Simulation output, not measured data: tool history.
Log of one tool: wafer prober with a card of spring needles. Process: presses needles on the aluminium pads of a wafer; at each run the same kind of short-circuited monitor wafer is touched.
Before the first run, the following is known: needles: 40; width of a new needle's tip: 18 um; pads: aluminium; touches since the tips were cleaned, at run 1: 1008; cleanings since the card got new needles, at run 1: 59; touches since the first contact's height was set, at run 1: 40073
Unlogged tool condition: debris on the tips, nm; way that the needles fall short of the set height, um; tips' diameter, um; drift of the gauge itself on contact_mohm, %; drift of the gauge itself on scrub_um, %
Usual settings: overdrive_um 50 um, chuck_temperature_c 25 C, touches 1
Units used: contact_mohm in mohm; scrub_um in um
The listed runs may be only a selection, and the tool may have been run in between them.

run	hour	overdrive_um	chuck_temperature_c	touches	touches since the tips were cleaned	cleanings since the card got new needles	touches since the first contact's height was set	contact_mohm	scrub_um
1	0	50	25	1	1008	59	40073	210	7.39
# hour 12.5: tips cleaned on abrasive film
# hour 28.8: tips cleaned on abrasive film
# hour 46.5: tips cleaned on abrasive film
2	50.3	50	25	1	1667	62	62057	207	7.37
# hour 63.5: tips cleaned on abrasive film
# hour 78.7: tips cleaned on abrasive film
3	83.2	50	25	1	1970	64	76419	208	7.41
# hour 95.1: tips cleaned on abrasive film
# hour 112: tips cleaned on abrasive film
4	114.6	50	25	1	1142	66	90131	209	7.37
# hour 129.8: tips cleaned on abrasive film
# hour 146.5: tips cleaned on abrasive film
# hour 162: tips cleaned on abrasive film
5	162	56	25	1	0	69	110799	207	8.27
# hour 179: tips cleaned on abrasive film
6	188.9	56	25	1	4349	70	122588	207	8.26
# hour 193.9: tips cleaned on abrasive film
# hour 211.3: tips cleaned on abrasive film
7	211.3	37	25	1	0	72	132340	213	5.47
# hour 215.2: height of the first contact set anew
# hour 227.4: tips cleaned on abrasive film
# hour 244.5: tips cleaned on abrasive film
8	248.9	60	25	1	1915	74	14732	207	8.84
# hour 261.2: tips cleaned on abrasive film
9	273.7	60	25	1	5470	75	25583	204	8.81
# hour 276.7: tips cleaned on abrasive film
# hour 293.2: tips cleaned on abrasive film
10	296.6	50	25	1	1498	77	35579	211	7.34
# hour 308.3: tips cleaned on abrasive film
# hour 324.9: tips cleaned on abrasive film
# hour 341.9: tips cleaned on abrasive film
11	341.9	50	25	1	0	80	55315	208	7.33
# hour 357.3: tips cleaned on abrasive film
# hour 372: tips cleaned on abrasive film
12	372.9	50	25	1	366	82	68852	210	7.36
# hour 388: tips cleaned on abrasive film
# hour 404.3: tips cleaned on abrasive film
13	410.2	50	25	1	2561	84	85145	208	7.35
# hour 420.7: tips cleaned on abrasive film
# hour 436.9: tips cleaned on abrasive film
# hour 454: tips cleaned on abrasive film
14	456.8	50	25	1	1195	87	105484	209	7.34
# hour 468.8: tips cleaned on abrasive film
15	482.1	50	25	1	5859	88	116581	208	7.39
# hour 485.2: tips cleaned on abrasive film
# hour 501.8: tips cleaned on abrasive film
# hour 518.2: tips cleaned on abrasive film
# hour 521.7: height of the first contact set anew
16	521.7	31	52	2	1423	91	0	225	4.56
# hour 534: tips cleaned on abrasive film
# hour 550.4: tips cleaned on abrasive film
17	558	50	37	2	3340	93	15844	208	7.32
# hour 566: tips cleaned on abrasive film
# hour 582.8: tips cleaned on abrasive film
# hour 599.4: tips cleaned on abrasive film
18	603.6	64	71	2	1848	96	35736	218	9.37
# hour 613.9: tips cleaned on abrasive film
# hour 631.7: tips cleaned on abrasive film
19	641.9	65	119	3	4458	98	52485	225	9.53
# hour 648.2: tips cleaned on abrasive film
# hour 664.5: tips cleaned on abrasive film
20	668.8	50	33	1	1862	100	64211	210	7.32
# hour 679.4: tips cleaned on abrasive film
21	692.8	50	33	1	5920	101	74736	210	7.32
# hour 696.5: tips cleaned on abrasive film
# hour 713.2: tips cleaned on abrasive film
22	720.9	46	25	1	3384	103	86963	208	6.72
# hour 729.2: tips cleaned on abrasive film
# hour 745: tips cleaned on abrasive film
23	752.3	46	25	1	3177	105	100680	211	6.69
# hour 760.6: tips cleaned on abrasive film
# hour 775.7: tips cleaned on abrasive film
24	787.7	38	25	1	5272	107	116159	213	5.55
# hour 790.7: tips cleaned on abrasive film
# hour 806.7: tips cleaned on abrasive film
25	814.9	45	93	2	3581	109	128009	227	6.57
# hour 822: tips cleaned on abrasive film
# hour 828.6: height of the first contact set anew
# hour 838.1: tips cleaned on abrasive film
# hour 852.6: tips cleaned on abrasive film
26	863.7	49	65	2	4857	112	15336	219	7.14
# hour 869.7: tips cleaned on abrasive film
# hour 886.4: tips cleaned on abrasive film
27	898.9	49	65	2	5499	114	30740	220	7.13
# hour 901.6: tips cleaned on abrasive film
# hour 917.2: tips cleaned on abrasive film
# hour 934: tips cleaned on abrasive film
# hour 948.9: tips cleaned on abrasive film
28	949.2	50	25	3	128	118	52671	211	7.29
# hour 966.8: tips cleaned on abrasive film
# hour 983.1: tips cleaned on abrasive film
29	983.1	50	25	2	0	120	67469	207	7.29
# hour 1001: tips cleaned on abrasive film
# hour 1016.1: tips cleaned on abrasive film
30	1027.7	50	25	2	5100	122	86951	200	7.27

Hidden state at the last listed run before each entry between runs and at the first one after, where it differs:
Run 1 -> run 2: tips cleaned on abrasive film (hour 12.5); tips cleaned on abrasive film (hour 28.8); tips cleaned on abrasive film (hour 46.5)
  debris on the tips, nm: 0.3 -> 0.5; drift of the gauge itself on scrub_um, %: 0 -> -0.08
  measured less the result without the state, scrub_um: +0 -> -0.01 um
Run 2 -> run 3: tips cleaned on abrasive film (hour 63.5); tips cleaned on abrasive film (hour 78.7)
  way that the needles fall short of the set height, um: 0 -> 0.01; drift of the gauge itself on scrub_um, %: -0.08 -> -0.13
  measured less the result without the state, scrub_um: -0.01 -> -0.01 um
Run 3 -> run 4: tips cleaned on abrasive film (hour 95.1); tips cleaned on abrasive film (hour 112)
  debris on the tips, nm: 0.5 -> 0.4; drift of the gauge itself on scrub_um, %: -0.13 -> -0.18
  measured less the result without the state, scrub_um: -0.01 -> -0.02 um
Run 4 -> run 5: tips cleaned on abrasive film (hour 129.8); tips cleaned on abrasive film (hour 146.5); tips cleaned on abrasive film (hour 162)
  debris on the tips, nm: 0.4 -> 0; drift of the gauge itself on scrub_um, %: -0.18 -> -0.25
  measured less the result without the state, scrub_um: -0.02 -> -0.03 um
Run 5 -> run 6: tips cleaned on abrasive film (hour 179)
  debris on the tips, nm: 0 -> 0.6; drift of the gauge itself on scrub_um, %: -0.25 -> -0.29
  measured less the result without the state, scrub_um: -0.03 -> -0.02 um
Run 6 -> run 7: tips cleaned on abrasive film (hour 193.9); tips cleaned on abrasive film (hour 211.3)
  debris on the tips, nm: 0.6 -> 0; drift of the gauge itself on scrub_um, %: -0.29 -> -0.33
  measured less the result without the state, scrub_um: -0.02 -> -0.02 um
Run 7 -> run 8: height of the first contact set anew (hour 215.2); tips cleaned on abrasive film (hour 227.4); tips cleaned on abrasive film (hour 244.5)
  debris on the tips, nm: 0 -> 0.4; way that the needles fall short of the set height, um: 0.01 -> 0; drift of the gauge itself on scrub_um, %: -0.33 -> -0.38
  measured less the result without the state, scrub_um: -0.02 -> -0.03 um
Run 8 -> run 9: tips cleaned on abrasive film (hour 261.2)
  debris on the tips, nm: 0.4 -> 0.7; drift of the gauge itself on scrub_um, %: -0.38 -> -0.42
  measured less the result without the state, scrub_um: -0.03 -> -0.04 um
Run 9 -> run 10: tips cleaned on abrasive film (hour 276.7); tips cleaned on abrasive film (hour 293.2)
  debris on the tips, nm: 0.7 -> 0.4; tips' diameter, um: 18.01 -> 18.02; drift of the gauge itself on scrub_um, %: -0.42 -> -0.46
  measured less the result without the state, scrub_um: -0.04 -> -0.03 um
Run 10 -> run 11: tips cleaned on abrasive film (hour 308.3); tips cleaned on abrasive film (hour 324.9); tips cleaned on abrasive film (hour 341.9)
  debris on the tips, nm: 0.4 -> 0; drift of the gauge itself on scrub_um, %: -0.46 -> -0.53
  measured less the result without the state, scrub_um: -0.03 -> -0.04 um
Run 11 -> run 12: tips cleaned on abrasive film (hour 357.3); tips cleaned on abrasive film (hour 372)
  debris on the tips, nm: 0 -> 0.2; way that the needles fall short of the set height, um: 0 -> 0.01; drift of the gauge itself on scrub_um, %: -0.53 -> -0.58
  measured less the result without the state, scrub_um: -0.04 -> -0.04 um
Run 12 -> run 13: tips cleaned on abrasive film (hour 388); tips cleaned on abrasive film (hour 404.3)
  debris on the tips, nm: 0.2 -> 0.5; drift of the gauge itself on scrub_um, %: -0.58 -> -0.63
  measured less the result without the state, scrub_um: -0.04 -> -0.05 um
Run 13 -> run 14: tips cleaned on abrasive film (hour 420.7); tips cleaned on abrasive film (hour 436.9); tips cleaned on abrasive film (hour 454)
  debris on the tips, nm: 0.5 -> 0.4; drift of the gauge itself on scrub_um, %: -0.63 -> -0.71
  measured less the result without the state, scrub_um: -0.05 -> -0.05 um
Run 14 -> run 15: tips cleaned on abrasive film (hour 468.8)
  debris on the tips, nm: 0.4 -> 0.7; drift of the gauge itself on scrub_um, %: -0.71 -> -0.75
  measured less the result without the state, scrub_um: -0.05 -> -0.05 um
Run 15 -> run 16: tips cleaned on abrasive film (hour 485.2); tips cleaned on abrasive film (hour 501.8); tips cleaned on abrasive film (hour 518.2); height of the first contact set anew (hour 521.7)
  debris on the tips, nm: 0.7 -> 0.4; way that the needles fall short of the set height, um: 0.01 -> 0; drift of the gauge itself on scrub_um, %: -0.75 -> -0.81
  measured less the result without the state, scrub_um: -0.05 -> -0.04 um
Run 16 -> run 17: tips cleaned on abrasive film (hour 534); tips cleaned on abrasive film (hour 550.4)
  debris on the tips, nm: 0.4 -> 0.6; drift of the gauge itself on scrub_um, %: -0.81 -> -0.86
  measured less the result without the state, scrub_um: -0.04 -> -0.06 um
Run 17 -> run 18: tips cleaned on abrasive film (hour 566); tips cleaned on abrasive film (hour 582.8); tips cleaned on abrasive film (hour 599.4)
  debris on the tips, nm: 0.6 -> 0.5; drift of the gauge itself on scrub_um, %: -0.86 -> -0.93
  measured less the result without the state, scrub_um: -0.06 -> -0.09 um
Run 18 -> run 19: tips cleaned on abrasive film (hour 613.9); tips cleaned on abrasive film (hour 631.7)
  debris on the tips, nm: 0.5 -> 0.6; drift of the gauge itself on scrub_um, %: -0.93 -> -0.99
  measured less the result without the state, scrub_um: -0.09 -> -0.09 um
Run 19 -> run 20: tips cleaned on abrasive film (hour 648.2); tips cleaned on abrasive film (hour 664.5)
  debris on the tips, nm: 0.6 -> 0.5; drift of the gauge itself on scrub_um, %: -0.99 -> -1.03
  measured less the result without the state, scrub_um: -0.09 -> -0.08 um
Run 20 -> run 21: tips cleaned on abrasive film (hour 679.4)
  debris on the tips, nm: 0.5 -> 0.7; way that the needles fall short of the set height, um: 0 -> 0.01; drift of the gauge itself on scrub_um, %: -1.03 -> -1.07
  measured less the result without the state, scrub_um: -0.08 -> -0.08 um
Run 21 -> run 22: tips cleaned on abrasive film (hour 696.5); tips cleaned on abrasive film (hour 713.2)
  debris on the tips, nm: 0.7 -> 0.6; drift of the gauge itself on scrub_um, %: -1.07 -> -1.12
  measured less the result without the state, scrub_um: -0.08 -> -0.08 um
Run 22 -> run 23: tips cleaned on abrasive film (hour 729.2); tips cleaned on abrasive film (hour 745)
  drift of the gauge itself on scrub_um, %: -1.12 -> -1.16
  measured less the result without the state, scrub_um: -0.08 -> -0.08 um
Run 23 -> run 24: tips cleaned on abrasive film (hour 760.6); tips cleaned on abrasive film (hour 775.7)
  debris on the tips, nm: 0.6 -> 0.7; drift of the gauge itself on scrub_um, %: -1.16 -> -1.22
  measured less the result without the state, scrub_um: -0.08 -> -0.07 um
Run 24 -> run 25: tips cleaned on abrasive film (hour 790.7); tips cleaned on abrasive film (hour 806.7)
  debris on the tips, nm: 0.7 -> 0.6; drift of the gauge itself on scrub_um, %: -1.22 -> -1.26
  measured less the result without the state, scrub_um: -0.07 -> -0.09 um
Run 25 -> run 26: tips cleaned on abrasive film (hour 822); height of the first contact set anew (hour 828.6); tips cleaned on abrasive film (hour 838.1); tips cleaned on abrasive film (hour 852.6)
  debris on the tips, nm: 0.6 -> 0.7; way that the needles fall short of the set height, um: 0.01 -> 0; drift of the gauge itself on scrub_um, %: -1.26 -> -1.34
  measured less the result without the state, scrub_um: -0.09 -> -0.1 um
Run 26 -> run 27: tips cleaned on abrasive film (hour 869.7); tips cleaned on abrasive film (hour 886.4)
  drift of the gauge itself on scrub_um, %: -1.34 -> -1.39
  measured less the result without the state, scrub_um: -0.1 -> -0.1 um
Run 27 -> run 28: tips cleaned on abrasive film (hour 901.6); tips cleaned on abrasive film (hour 917.2); tips cleaned on abrasive film (hour 934); tips cleaned on abrasive film (hour 948.9)
  debris on the tips, nm: 0.7 -> 0.1; drift of the gauge itself on scrub_um, %: -1.39 -> -1.47
  measured less the result without the state, scrub_um: -0.1 -> -0.11 um
Run 28 -> run 29: tips cleaned on abrasive film (hour 966.8); tips cleaned on abrasive film (hour 983.1)
  way that the needles fall short of the set height, um: 0 -> 0.01; drift of the gauge itself on scrub_um, %: -1.47 -> -1.52
  measured less the result without the state, scrub_um: -0.11 -> -0.12 um
Run 29 -> run 30: tips cleaned on abrasive film (hour 1001); tips cleaned on abrasive film (hour 1016.1)
  debris on the tips, nm: 0.1 -> 0.7; drift of the gauge itself on scrub_um, %: -1.52 -> -1.59
  measured less the result without the state, scrub_um: -0.12 -> -0.12 um
